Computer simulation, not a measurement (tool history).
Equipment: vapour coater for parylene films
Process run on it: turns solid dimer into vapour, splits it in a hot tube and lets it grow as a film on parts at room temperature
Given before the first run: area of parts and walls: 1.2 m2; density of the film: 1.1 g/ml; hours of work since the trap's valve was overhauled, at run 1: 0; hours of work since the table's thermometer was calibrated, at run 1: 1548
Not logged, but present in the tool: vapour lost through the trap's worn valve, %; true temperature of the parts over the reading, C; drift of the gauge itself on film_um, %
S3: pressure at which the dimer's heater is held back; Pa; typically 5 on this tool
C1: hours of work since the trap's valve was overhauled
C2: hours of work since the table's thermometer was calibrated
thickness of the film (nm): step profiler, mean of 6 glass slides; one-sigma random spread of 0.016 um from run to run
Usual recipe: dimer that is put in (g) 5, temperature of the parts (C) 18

run 1 hour=0 | dimer_that_is_put_in_(g)=5 temperature_of_the_parts_(C)=18 S3=5 | C1=0 C2=1548 | thickness_of_the_film_(nm)=2280
run 2 hour=58.4 | dimer_that_is_put_in_(g)=5 temperature_of_the_parts_(C)=18 S3=5 | C1=39 C2=1588 | thickness_of_the_film_(nm)=2280
run 3 hour=102.3 | dimer_that_is_put_in_(g)=3 temperature_of_the_parts_(C)=18 S3=5 | C1=69 C2=1617 | thickness_of_the_film_(nm)=1370
run 4 hour=149 | dimer_that_is_put_in_(g)=5 temperature_of_the_parts_(C)=18 S3=5 | C1=101 C2=1649 | thickness_of_the_film_(nm)=2280
run 5 hour=213.2 | dimer_that_is_put_in_(g)=5 temperature_of_the_parts_(C)=18 S3=5 | C1=144 C2=1692 | thickness_of_the_film_(nm)=2230
run 6 hour=268.9 | dimer_that_is_put_in_(g)=5 temperature_of_the_parts_(C)=18 S3=5 | C1=182 C2=1730 | thickness_of_the_film_(nm)=2250
run 7 hour=324 | dimer_that_is_put_in_(g)=7 temperature_of_the_parts_(C)=18 S3=5 | C1=219 C2=1767 | thickness_of_the_film_(nm)=3140
run 8 hour=378.2 | dimer_that_is_put_in_(g)=7 temperature_of_the_parts_(C)=18 S3=5 | C1=255 C2=1804 | thickness_of_the_film_(nm)=3120
-- hour=388.5 trap's valve overhauled
run 9 hour=439.7 | dimer_that_is_put_in_(g)=8 temperature_of_the_parts_(C)=18 S3=5 | C1=35 C2=1842 | thickness_of_the_film_(nm)=3480
-- hour=498.9 trap's valve overhauled, once more
run 10 hour=506.6 | dimer_that_is_put_in_(g)=8 temperature_of_the_parts_(C)=18 S3=5 | C1=5 C2=1885 | thickness_of_the_film_(nm)=3700
run 11 hour=538.5 | dimer_that_is_put_in_(g)=5 temperature_of_the_parts_(C)=18 S3=5 | C1=27 C2=1906 | thickness_of_the_film_(nm)=2290
run 12 hour=583.1 | dimer_that_is_put_in_(g)=5 temperature_of_the_parts_(C)=18 S3=5 | C1=57 C2=1937 | thickness_of_the_film_(nm)=2290
run 13 hour=644 | dimer_that_is_put_in_(g)=5 temperature_of_the_parts_(C)=18 S3=5 | C1=98 C2=1978 | thickness_of_the_film_(nm)=2290
run 14 hour=688.5 | dimer_that_is_put_in_(g)=5 temperature_of_the_parts_(C)=18 S3=5 | C1=128 C2=2008 | thickness_of_the_film_(nm)=2260
run 15 hour=734.5 | dimer_that_is_put_in_(g)=5 temperature_of_the_parts_(C)=18 S3=5 | C1=159 C2=2039 | thickness_of_the_film_(nm)=2260
run 16 hour=789 | dimer_that_is_put_in_(g)=9 temperature_of_the_parts_(C)=13 S3=2.04 | C1=196 C2=2076 | thickness_of_the_film_(nm)=5660
run 17 hour=858.4 | dimer_that_is_put_in_(g)=9 temperature_of_the_parts_(C)=12 S3=2.04 | C1=243 C2=2122 | thickness_of_the_film_(nm)=5820
run 18 hour=918.4 | dimer_that_is_put_in_(g)=3 temperature_of_the_parts_(C)=28 S3=5 | C1=283 C2=2163 | thickness_of_the_film_(nm)=960
run 19 hour=971.5 | dimer_that_is_put_in_(g)=7 temperature_of_the_parts_(C)=28 S3=2.07 | C1=319 C2=2199 | thickness_of_the_film_(nm)=2620
-- hour=987.7 table's thermometer calibrated
run 20 hour=1029.6 | dimer_that_is_put_in_(g)=7 temperature_of_the_parts_(C)=28 S3=2.07 | C1=358 C2=28 | thickness_of_the_film_(nm)=2470
run 21 hour=1080.1 | dimer_that_is_put_in_(g)=7 temperature_of_the_parts_(C)=28 S3=8.83 | C1=392 C2=62 | thickness_of_the_film_(nm)=1960
run 22 hour=1121.7 | dimer_that_is_put_in_(g)=3 temperature_of_the_parts_(C)=19 S3=11.42 | C1=420 C2=90 | thickness_of_the_film_(nm)=1100
run 23 hour=1163.5 | dimer_that_is_put_in_(g)=4 temperature_of_the_parts_(C)=23 S3=8.01 | C1=448 C2=119 | thickness_of_the_film_(nm)=1320
run 24 hour=1196.7 | dimer_that_is_put_in_(g)=4 temperature_of_the_parts_(C)=23 S3=8.01 | C1=470 C2=141 | thickness_of_the_film_(nm)=1330
run 25 hour=1264.5 | dimer_that_is_put_in_(g)=4 temperature_of_the_parts_(C)=23 S3=8.01 | C1=516 C2=187 | thickness_of_the_film_(nm)=1330
run 26 hour=1298.4 | dimer_that_is_put_in_(g)=4 temperature_of_the_parts_(C)=23 S3=8.01 | C1=539 C2=210 | thickness_of_the_film_(nm)=1320
run 27 hour=1343.7 | dimer_that_is_put_in_(g)=5 temperature_of_the_parts_(C)=30 S3=2.42 | C1=570 C2=240 | thickness_of_the_film_(nm)=1590

Here are 4 independent what-if runs from the current tool condition. What would each one return?
run A hour=1373.7 | dimer_that_is_put_in_(g)=7 temperature_of_the_parts_(C)=18 S3=5 | C1=590 C2=261 | thickness_of_the_film_(nm)=?
run B hour=1373.7 | dimer_that_is_put_in_(g)=6 temperature_of_the_parts_(C)=30 S3=2.42 | C1=590 C2=261 | thickness_of_the_film_(nm)=?
run C hour=1373.7 | dimer_that_is_put_in_(g)=3 temperature_of_the_parts_(C)=15 S3=2.74 | C1=590 C2=261 | thickness_of_the_film_(nm)=?
run D hour=1373.7 | dimer_that_is_put_in_(g)=2 temperature_of_the_parts_(C)=29 S3=5 | C1=590 C2=261 | thickness_of_the_film_(nm)=?

run=A thickness_of_the_film_(nm)=2970
run=B thickness_of_the_film_(nm)=1910
run=C thickness_of_the_film_(nm)=1540
run=D thickness_of_the_film_(nm)=580
With the hidden condition removed and each run's random variation left untouched, the same runs would have given:
run=A thickness_of_the_film_(nm)=3140
run=B thickness_of_the_film_(nm)=2020
run=C thickness_of_the_film_(nm)=1630
run=D thickness_of_the_film_(nm)=610

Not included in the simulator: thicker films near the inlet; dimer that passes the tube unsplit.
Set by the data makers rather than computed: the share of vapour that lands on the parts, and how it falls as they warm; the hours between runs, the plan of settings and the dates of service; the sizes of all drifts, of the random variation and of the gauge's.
